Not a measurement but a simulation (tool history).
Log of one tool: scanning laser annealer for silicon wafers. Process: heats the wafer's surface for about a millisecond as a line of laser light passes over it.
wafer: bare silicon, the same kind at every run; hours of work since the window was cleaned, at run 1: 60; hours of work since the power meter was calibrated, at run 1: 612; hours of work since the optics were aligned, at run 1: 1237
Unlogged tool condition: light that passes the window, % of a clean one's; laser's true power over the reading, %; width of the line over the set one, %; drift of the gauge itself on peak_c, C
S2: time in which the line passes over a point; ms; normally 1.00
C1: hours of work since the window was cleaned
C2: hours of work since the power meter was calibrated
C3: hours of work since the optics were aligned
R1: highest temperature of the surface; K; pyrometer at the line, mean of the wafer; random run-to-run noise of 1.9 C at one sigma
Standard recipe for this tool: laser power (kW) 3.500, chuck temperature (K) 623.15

Run 1, hour 0.0: usual settings; C1 60; C2 612; C3 1237. Result: R1 1398.15 K.
Run 2, hour 32.7: usual settings; C1 81; C2 633; C3 1257. Result: R1 1396.15 K.
Run 3, hour 67.4: usual settings; C1 102; C2 655; C3 1279. Result: R1 1397.15 K.
Run 4, hour 87.8: usual settings; C1 115; C2 667; C3 1292. Result: R1 1396.15 K.
Run 5, hour 103.3: usual settings; C1 125; C2 677; C3 1302. Result: R1 1397.15 K.
Run 6, hour 131.1: usual settings; C1 142; C2 695; C3 1319. Result: R1 1397.15 K.
Run 7, hour 147.9: usual settings but S2 1.10 ms; C1 153; C2 705; C3 1329. Result: R1 1435.15 K.
Run 8, hour 183.3: usual settings but S2 1.10 ms; C1 175; C2 727; C3 1352. Result: R1 1435.15 K.
Run 9, hour 216.0: usual settings; C1 195; C2 748; C3 1372. Result: R1 1394.15 K.
Run 10, hour 233.3: usual settings; C1 206; C2 759; C3 1383. Result: R1 1396.15 K.
At hour 260.6: optics aligned, line set to its width.
Run 11, hour 273.9: usual settings but laser power (kW) 2.990; C1 228; C2 781; C3 8. Result: R1 1293.15 K.
Run 12, hour 304.8: usual settings but laser power (kW) 2.990, S2 0.76 ms; C1 248; C2 800; C3 28. Result: R1 1209.15 K.
Run 13, hour 328.7: usual settings but S2 0.85 ms; C1 263; C2 815; C3 43. Result: R1 1339.15 K.
Run 14, hour 345.6: usual settings but S2 0.85 ms; C1 273; C2 826; C3 53. Result: R1 1337.15 K.
Run 15, hour 361.1: usual settings but S2 0.85 ms; C1 283; C2 835; C3 63. Result: R1 1338.15 K.
Run 16, hour 386.8: usual settings; C1 299; C2 852; C3 79. Result: R1 1398.15 K.
Run 17, hour 402.2: usual settings; C1 309; C2 861; C3 89. Result: R1 1396.15 K.
Run 18, hour 427.8: usual settings but laser power (kW) 3.835, S2 1.15 ms, chuck temperature (K) 607.15; C1 325; C2 877; C3 105. Result: R1 1511.15 K.
Run 19, hour 458.3: usual settings but laser power (kW) 3.835, S2 1.15 ms, chuck temperature (K) 607.15; C1 344; C2 896; C3 124. Result: R1 1511.15 K.
Run 20, hour 490.8: usual settings but laser power (kW) 3.611, S2 1.15 ms, chuck temperature (K) 631.15; C1 364; C2 917; C3 144. Result: R1 1484.15 K.
Run 21, hour 510.2: usual settings but S2 1.05 ms, chuck temperature (K) 644.15; C1 376; C2 929; C3 156. Result: R1 1437.15 K.
Run 22, hour 533.0: usual settings but S2 1.05 ms, chuck temperature (K) 644.15; C1 391; C2 943; C3 171. Result: R1 1437.15 K.
Run 23, hour 566.7: usual settings but S2 1.05 ms, chuck temperature (K) 644.15; C1 412; C2 964; C3 192. Result: R1 1439.15 K.
Run 24, hour 600.2: usual settings but S2 1.04 ms, chuck temperature (K) 644.15; C1 433; C2 985; C3 213. Result: R1 1437.15 K.
Run 25, hour 634.9: usual settings but S2 1.04 ms, chuck temperature (K) 644.15; C1 454; C2 1007; C3 234. Result: R1 1435.15 K.
Run 26, hour 667.6: usual settings but S2 1.04 ms, chuck temperature (K) 644.15; C1 475; C2 1027; C3 255. Result: R1 1435.15 K.
Run 27, hour 686.9: usual settings but laser power (kW) 3.030, S2 1.04 ms, chuck temperature (K) 632.15; C1 487; C2 1039; C3 267. Result: R1 1324.15 K.
Run 28, hour 720.3: usual settings but laser power (kW) 3.030, S2 1.04 ms, chuck temperature (K) 632.15; C1 508; C2 1060; C3 288. Result: R1 1320.15 K.
Run 29, hour 754.9: usual settings but laser power (kW) 3.030, S2 1.04 ms, chuck temperature (K) 632.15; C1 530; C2 1082; C3 309. Result: R1 1322.15 K.
Run 30, hour 790.3: usual settings but laser power (kW) 3.030, S2 1.04 ms, chuck temperature (K) 632.15; C1 552; C2 1104; C3 332. Result: R1 1321.15 K.
Run 31, hour 806.7: usual settings but laser power (kW) 3.005, S2 0.82 ms, chuck temperature (K) 638.15; C1 562; C2 1114; C3 342. Result: R1 1247.15 K.
Run 32, hour 824.5: usual settings but laser power (kW) 3.005, S2 0.82 ms, chuck temperature (K) 638.15; C1 573; C2 1126; C3 353. Result: R1 1245.15 K.

Each row is a separate what-if for the run after 32, all from the same tool condition, not one after another. Results?
Run A, hour 844.1: usual settings but laser power (kW) 3.005, S2 0.84 ms, chuck temperature (K) 638.15; C1 585; C2 1138; C3 365. Result: R1 ?.
Run B, hour 844.1: usual settings but laser power (kW) 3.788, S2 0.72 ms; C1 585; C2 1138; C3 365. Result: R1 ?.
Run C, hour 844.1: usual settings but laser power (kW) 3.587, S2 0.99 ms; C1 585; C2 1138; C3 365. Result: R1 ?.
Run D, hour 844.1: usual settings but laser power (kW) 3.734, S2 0.82 ms, chuck temperature (K) 613.15; C1 585; C2 1138; C3 365. Result: R1 ?.

run       R1
  A  1251.15
  B  1328.15
  C  1413.15
  D  1358.15
Without the tool's unlogged condition, the same runs would have read:
run       R1
  A  1252.15
  B  1329.15
  C  1414.15
  D  1359.15
